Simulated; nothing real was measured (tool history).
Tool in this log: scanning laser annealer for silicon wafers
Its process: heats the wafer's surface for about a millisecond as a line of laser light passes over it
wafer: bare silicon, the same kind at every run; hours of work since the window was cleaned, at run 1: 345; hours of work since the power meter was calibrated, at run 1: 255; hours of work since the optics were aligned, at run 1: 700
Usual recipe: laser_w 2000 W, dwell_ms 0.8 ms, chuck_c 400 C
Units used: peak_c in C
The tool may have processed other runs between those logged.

run   hour  laser_w  dwell_ms  chuck_c  hours of work since the window was cleaned  hours of work since the power meter was calibrated  hours of work since the optics were aligned  peak_c
  1      0     2000       0.8      400                                         345                                                 255                                          700    1171
       4.2  -- window over the wafer cleaned
  2   16.3     2000       0.8      400                                           9                                                 265                                          711    1210
  3     27     1849       0.8      400                                          17                                                 274                                          719    1141
  4   41.8     2000       0.8      412                                          28                                                 285                                          730    1221
  5   54.1     2000       0.8      412                                          38                                                 294                                          740    1218
  6   63.8     2000       0.8      400                                          45                                                 301                                          747    1207
  7   73.7     2000       0.8      400                                          53                                                 309                                          755    1208
  8   89.3     2000       0.8      400                                          64                                                 321                                          767    1201
  9  103.9     2087       0.8      400                                          76                                                 332                                          778    1246
     122.5  -- optics aligned, line set to its width
 10  123.1     2087       0.8      400                                          86                                                 343                                            0    1252
 11  131.1     2087       0.8      400                                          92                                                 349                                            7    1255
 12    141     2087       0.8      400                                         100                                                 356                                           14    1250
 13  153.8     2087       0.8      400                                         109                                                 366                                           24    1248
 14  163.1     2000       0.8      425                                         116                                                 373                                           31    1234
 15  173.8     2000     0.589      425                                         125                                                 381                                           39    1120
 16  185.8     2000     0.589      425                                         134                                                 390                                           48    1120

Run 17, settings as shown, results not yet in. Your forecast:
 17  193.5     2000     0.589      425                                         140                                                 396                                           54       ?

For run 17 the tool returned peak_c 1120 C.
Had the tool carried no hidden state, the very same run would have given peak_c 1134 C.
